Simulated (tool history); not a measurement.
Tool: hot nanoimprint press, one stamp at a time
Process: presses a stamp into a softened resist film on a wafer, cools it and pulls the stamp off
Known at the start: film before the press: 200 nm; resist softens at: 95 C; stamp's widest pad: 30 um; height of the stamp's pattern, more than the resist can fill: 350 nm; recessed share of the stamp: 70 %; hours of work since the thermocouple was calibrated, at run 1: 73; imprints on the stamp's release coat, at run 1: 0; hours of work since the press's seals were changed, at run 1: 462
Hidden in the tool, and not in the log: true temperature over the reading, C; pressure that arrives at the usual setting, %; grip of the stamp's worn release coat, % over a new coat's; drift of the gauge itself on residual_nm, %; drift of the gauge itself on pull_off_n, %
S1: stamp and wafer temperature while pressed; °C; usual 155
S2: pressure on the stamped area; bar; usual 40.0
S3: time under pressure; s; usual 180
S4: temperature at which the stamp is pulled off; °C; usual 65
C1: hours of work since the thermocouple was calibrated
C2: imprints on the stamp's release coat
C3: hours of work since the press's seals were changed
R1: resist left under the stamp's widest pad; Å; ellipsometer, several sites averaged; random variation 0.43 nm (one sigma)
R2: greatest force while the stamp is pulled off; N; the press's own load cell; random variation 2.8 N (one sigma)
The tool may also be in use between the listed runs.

{"run": 1, "hour": 0.0, "S1": 155, "S2": 40.0, "S3": 180, "S4": 65, "C1": 73, "C2": 0, "C3": 462, "R1": 1103, "R2": 133}
{"run": 2, "hour": 29.1, "S1": 155, "S2": 40.0, "S3": 180, "S4": 65, "C1": 91, "C2": 135, "C3": 480, "R1": 1099, "R2": 135}
{"run": 3, "hour": 51.6, "S1": 155, "S2": 40.0, "S3": 179, "S4": 65, "C1": 105, "C2": 240, "C3": 494, "R1": 1101, "R2": 141}
{"run": 4, "hour": 72.9, "S1": 155, "S2": 40.0, "S3": 179, "S4": 65, "C1": 118, "C2": 338, "C3": 507, "R1": 1092, "R2": 145}
{"run": 5, "hour": 93.9, "S1": 155, "S2": 40.0, "S3": 180, "S4": 69, "C1": 131, "C2": 436, "C3": 520, "R1": 1079, "R2": 142}
{"run": 6, "hour": 108.5, "S1": 155, "S2": 40.0, "S3": 180, "S4": 69, "C1": 140, "C2": 504, "C3": 529, "R1": 1087, "R2": 141}
{"run": 7, "hour": 128.0, "S1": 155, "S2": 43.6, "S3": 180, "S4": 65, "C1": 153, "C2": 594, "C3": 541, "R1": 1044, "R2": 153}
{"run": 8, "hour": 142.9, "S1": 155, "S2": 30.5, "S3": 180, "S4": 65, "C1": 162, "C2": 664, "C3": 551, "R1": 1176, "R2": 157}
{"run": 9, "hour": 161.8, "S1": 155, "S2": 30.5, "S3": 180, "S4": 65, "C1": 173, "C2": 751, "C3": 562, "R1": 1176, "R2": 153}
{"run": 10, "hour": 190.4, "S1": 146, "S2": 40.0, "S3": 180, "S4": 65, "C1": 191, "C2": 884, "C3": 580, "R1": 1626, "R2": 158}
{"run": 11, "hour": 218.5, "S1": 155, "S2": 40.0, "S3": 129, "S4": 65, "C1": 208, "C2": 1015, "C3": 597, "R1": 1190, "R2": 165}
{"run": 12, "hour": 238.3, "S1": 155, "S2": 40.0, "S3": 129, "S4": 65, "C1": 221, "C2": 1106, "C3": 610, "R1": 1190, "R2": 173}
{"run": 13, "hour": 260.5, "S1": 155, "S2": 40.0, "S3": 168, "S4": 65, "C1": 234, "C2": 1210, "C3": 623, "R1": 1076, "R2": 170}
{"hour": 294.4, "done": "plate thermocouple calibrated"}
{"run": 14, "hour": 294.7, "S1": 155, "S2": 40.0, "S3": 144, "S4": 65, "C1": 0, "C2": 1355, "C3": 643, "R1": 1220, "R2": 180}
{"run": 15, "hour": 313.8, "S1": 155, "S2": 40.0, "S3": 144, "S4": 65, "C1": 12, "C2": 1443, "C3": 654, "R1": 1208, "R2": 191}
{"run": 16, "hour": 333.1, "S1": 155, "S2": 40.0, "S3": 144, "S4": 65, "C1": 24, "C2": 1533, "C3": 666, "R1": 1201, "R2": 188}
{"run": 17, "hour": 351.6, "S1": 151, "S2": 29.3, "S3": 258, "S4": 65, "C1": 35, "C2": 1619, "C3": 678, "R1": 1359, "R2": 185}
{"hour": 373.0, "done": "stamp cleaned and given a new release coat"}
{"run": 18, "hour": 373.0, "S1": 144, "S2": 40.0, "S3": 295, "S4": 65, "C1": 45, "C2": 0, "C3": 687, "R1": 1644, "R2": 133}
{"run": 19, "hour": 399.0, "S1": 144, "S2": 40.0, "S3": 295, "S4": 65, "C1": 61, "C2": 121, "C3": 703, "R1": 1640, "R2": 135}
{"run": 20, "hour": 415.7, "S1": 155, "S2": 40.0, "S3": 180, "S4": 56, "C1": 71, "C2": 199, "C3": 714, "R1": 1108, "R2": 156}
{"run": 21, "hour": 445.7, "S1": 167, "S2": 46.0, "S3": 154, "S4": 65, "C1": 90, "C2": 338, "C3": 732, "R1": 515, "R2": 145}
{"run": 22, "hour": 461.2, "S1": 155, "S2": 37.1, "S3": 318, "S4": 51, "C1": 99, "C2": 410, "C3": 742, "R1": 920, "R2": 167}
{"run": 23, "hour": 480.6, "S1": 164, "S2": 56.2, "S3": 105, "S4": 59, "C1": 111, "C2": 500, "C3": 754, "R1": 673, "R2": 164}
{"run": 24, "hour": 508.1, "S1": 164, "S2": 56.2, "S3": 105, "S4": 59, "C1": 128, "C2": 627, "C3": 771, "R1": 671, "R2": 168}
{"run": 25, "hour": 533.4, "S1": 163, "S2": 40.0, "S3": 180, "S4": 65, "C1": 144, "C2": 745, "C3": 786, "R1": 659, "R2": 152}
{"run": 26, "hour": 560.7, "S1": 159, "S2": 25.8, "S3": 112, "S4": 58, "C1": 161, "C2": 872, "C3": 803, "R1": 1183, "R2": 180}
{"run": 27, "hour": 574.5, "S1": 159, "S2": 25.8, "S3": 112, "S4": 58, "C1": 169, "C2": 936, "C3": 812, "R1": 1182, "R2": 182}
{"run": 28, "hour": 600.2, "S1": 154, "S2": 25.8, "S3": 112, "S4": 58, "C1": 185, "C2": 1055, "C3": 828, "R1": 1472, "R2": 193}
{"run": 29, "hour": 614.9, "S1": 146, "S2": 25.8, "S3": 136, "S4": 58, "C1": 194, "C2": 1123, "C3": 837, "R1": 1797, "R2": 185}

Forecast each of these 3 alternatives for the next run:
{"run": "A", "hour": 627.5, "S1": 146, "S2": 25.8, "S3": 136, "S4": 62, "C1": 202, "C2": 1182, "C3": 844, "R1": "?", "R2": "?"}
{"run": "B", "hour": 627.5, "S1": 156, "S2": 25.8, "S3": 142, "S4": 54, "C1": 202, "C2": 1182, "C3": 844, "R1": "?", "R2": "?"}
{"run": "C", "hour": 627.5, "S1": 155, "S2": 40.0, "S3": 210, "S4": 65, "C1": 202, "C2": 1182, "C3": 844, "R1": "?", "R2": "?"}

run=A R1=1788 R2=185
run=B R1=1254 R2=197
run=C R1=1007 R2=177
Without the tool's hidden state the same runs would have given:
run=A R1=1814 R2=141
run=B R1=1303 R2=150
run=C R1=1051 R2=135
